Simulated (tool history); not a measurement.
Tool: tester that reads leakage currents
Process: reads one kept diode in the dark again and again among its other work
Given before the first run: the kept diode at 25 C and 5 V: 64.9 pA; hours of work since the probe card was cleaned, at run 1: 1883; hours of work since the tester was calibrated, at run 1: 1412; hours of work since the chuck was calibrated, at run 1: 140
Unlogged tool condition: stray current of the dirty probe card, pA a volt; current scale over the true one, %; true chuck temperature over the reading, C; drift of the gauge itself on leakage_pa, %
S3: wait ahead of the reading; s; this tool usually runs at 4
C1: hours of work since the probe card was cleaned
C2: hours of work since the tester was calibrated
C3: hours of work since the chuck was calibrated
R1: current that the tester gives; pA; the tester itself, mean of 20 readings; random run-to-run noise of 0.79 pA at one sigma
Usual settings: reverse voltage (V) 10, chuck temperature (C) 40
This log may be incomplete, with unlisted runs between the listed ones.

{"run": 1, "hour": 0.0, "reverse voltage (V)": 10, "chuck temperature (C)": 40, "S3": 4, "C1": 1883, "C2": 1412, "C3": 140, "R1": 264.64}
{"run": 2, "hour": 85.7, "reverse voltage (V)": 10, "chuck temperature (C)": 40, "S3": 4, "C1": 1940, "C2": 1469, "C3": 197, "R1": 264.02}
{"run": 3, "hour": 177.2, "reverse voltage (V)": 10, "chuck temperature (C)": 40, "S3": 4, "C1": 2001, "C2": 1531, "C3": 258, "R1": 265.05}
{"run": 4, "hour": 263.4, "reverse voltage (V)": 10, "chuck temperature (C)": 40, "S3": 4, "C1": 2058, "C2": 1588, "C3": 316, "R1": 265.07}
{"run": 5, "hour": 306.1, "reverse voltage (V)": 10, "chuck temperature (C)": 40, "S3": 4, "C1": 2087, "C2": 1617, "C3": 344, "R1": 264.05}
{"run": 6, "hour": 361.7, "reverse voltage (V)": 10, "chuck temperature (C)": 40, "S3": 4, "C1": 2124, "C2": 1654, "C3": 381, "R1": 264.61}
{"run": 7, "hour": 428.6, "reverse voltage (V)": 10, "chuck temperature (C)": 40, "S3": 4, "C1": 2169, "C2": 1698, "C3": 426, "R1": 264.42}
{"run": 8, "hour": 488.2, "reverse voltage (V)": 10, "chuck temperature (C)": 40, "S3": 4, "C1": 2208, "C2": 1738, "C3": 466, "R1": 264.73}
{"run": 9, "hour": 579.1, "reverse voltage (V)": 10, "chuck temperature (C)": 40, "S3": 4, "C1": 2269, "C2": 1799, "C3": 526, "R1": 264.17}
{"run": 10, "hour": 678.6, "reverse voltage (V)": 10, "chuck temperature (C)": 40, "S3": 4, "C1": 2335, "C2": 1865, "C3": 593, "R1": 263.74}
{"run": 11, "hour": 745.1, "reverse voltage (V)": 10, "chuck temperature (C)": 40, "S3": 4, "C1": 2380, "C2": 1909, "C3": 637, "R1": 264.95}
{"run": 12, "hour": 835.9, "reverse voltage (V)": 10, "chuck temperature (C)": 40, "S3": 4, "C1": 2440, "C2": 1970, "C3": 698, "R1": 265.32}
{"run": 13, "hour": 916.5, "reverse voltage (V)": 10, "chuck temperature (C)": 40, "S3": 4, "C1": 2494, "C2": 2024, "C3": 752, "R1": 264.18}
{"run": 14, "hour": 987.0, "reverse voltage (V)": 10, "chuck temperature (C)": 40, "S3": 4, "C1": 2541, "C2": 2071, "C3": 799, "R1": 263.84}
{"run": 15, "hour": 1066.8, "reverse voltage (V)": 10, "chuck temperature (C)": 53, "S3": 4, "C1": 2594, "C2": 2124, "C3": 852, "R1": 634.1}
{"run": 16, "hour": 1138.4, "reverse voltage (V)": 2.2, "chuck temperature (C)": 53, "S3": 8.22, "C1": 2642, "C2": 2172, "C3": 900, "R1": 328.32}
{"run": 17, "hour": 1216.4, "reverse voltage (V)": 2.2, "chuck temperature (C)": 53, "S3": 8.22, "C1": 2694, "C2": 2224, "C3": 952, "R1": 328.2}
{"run": 18, "hour": 1272.3, "reverse voltage (V)": 10, "chuck temperature (C)": 32, "S3": 4, "C1": 2732, "C2": 2261, "C3": 989, "R1": 148.91}
{"run": 19, "hour": 1326.2, "reverse voltage (V)": 10, "chuck temperature (C)": 32, "S3": 4, "C1": 2767, "C2": 2297, "C3": 1025, "R1": 148.65}
{"run": 20, "hour": 1412.1, "reverse voltage (V)": 10, "chuck temperature (C)": 27, "S3": 1.84, "C1": 2825, "C2": 2355, "C3": 1082, "R1": 102.68}
{"run": 21, "hour": 1506.9, "reverse voltage (V)": 4.7, "chuck temperature (C)": 21, "S3": 1.53, "C1": 2888, "C2": 2418, "C3": 1146, "R1": 46.38}
{"run": 22, "hour": 1567.3, "reverse voltage (V)": 10, "chuck temperature (C)": 40, "S3": 0.4, "C1": 2928, "C2": 2458, "C3": 1186, "R1": 264.49}
{"run": 23, "hour": 1659.4, "reverse voltage (V)": 1.4, "chuck temperature (C)": 53, "S3": 0.4, "C1": 2990, "C2": 2520, "C3": 1247, "R1": 270.82}
{"run": 24, "hour": 1749.2, "reverse voltage (V)": 1.4, "chuck temperature (C)": 53, "S3": 0.4, "C1": 3050, "C2": 2579, "C3": 1307, "R1": 269.14}
{"run": 25, "hour": 1816.8, "reverse voltage (V)": 2.5, "chuck temperature (C)": 53, "S3": 0.52, "C1": 3095, "C2": 2625, "C3": 1352, "R1": 346.55}
{"hour": 1834.1, "done": "chuck's temperature calibrated"}
{"run": 26, "hour": 1878.7, "reverse voltage (V)": 2.5, "chuck temperature (C)": 53, "S3": 0.52, "C1": 3135, "C2": 2665, "C3": 30, "R1": 348.8}
{"run": 27, "hour": 1940.8, "reverse voltage (V)": 10.7, "chuck temperature (C)": 59, "S3": 3.01, "C1": 3176, "C2": 2706, "C3": 71, "R1": 953.41}
{"run": 28, "hour": 1987.6, "reverse voltage (V)": 10, "chuck temperature (C)": 40, "S3": 7.35, "C1": 3207, "C2": 2737, "C3": 102, "R1": 264.44}

Predict each of these 3 candidate next runs independently; none follows another, all start after run 28:
{"run": "A", "hour": 2042.7, "reverse voltage (V)": 10, "chuck temperature (C)": 21, "S3": 0.62, "C1": 3244, "C2": 2774, "C3": 139, "R1": "?"}
{"run": "B", "hour": 2042.7, "reverse voltage (V)": 14.7, "chuck temperature (C)": 40, "S3": 7.35, "C1": 3244, "C2": 2774, "C3": 139, "R1": "?"}
{"run": "C", "hour": 2042.7, "reverse voltage (V)": 10, "chuck temperature (C)": 39, "S3": 2.7, "C1": 3244, "C2": 2774, "C3": 139, "R1": "?"}

run=A R1=65.46
run=B R1=311.2
run=C R1=246.4
The same runs, with their run-to-run variation unchanged, on a tool lacking any hidden condition would have given:
run=A R1=65.23
run=B R1=310.84
run=C R1=246.16

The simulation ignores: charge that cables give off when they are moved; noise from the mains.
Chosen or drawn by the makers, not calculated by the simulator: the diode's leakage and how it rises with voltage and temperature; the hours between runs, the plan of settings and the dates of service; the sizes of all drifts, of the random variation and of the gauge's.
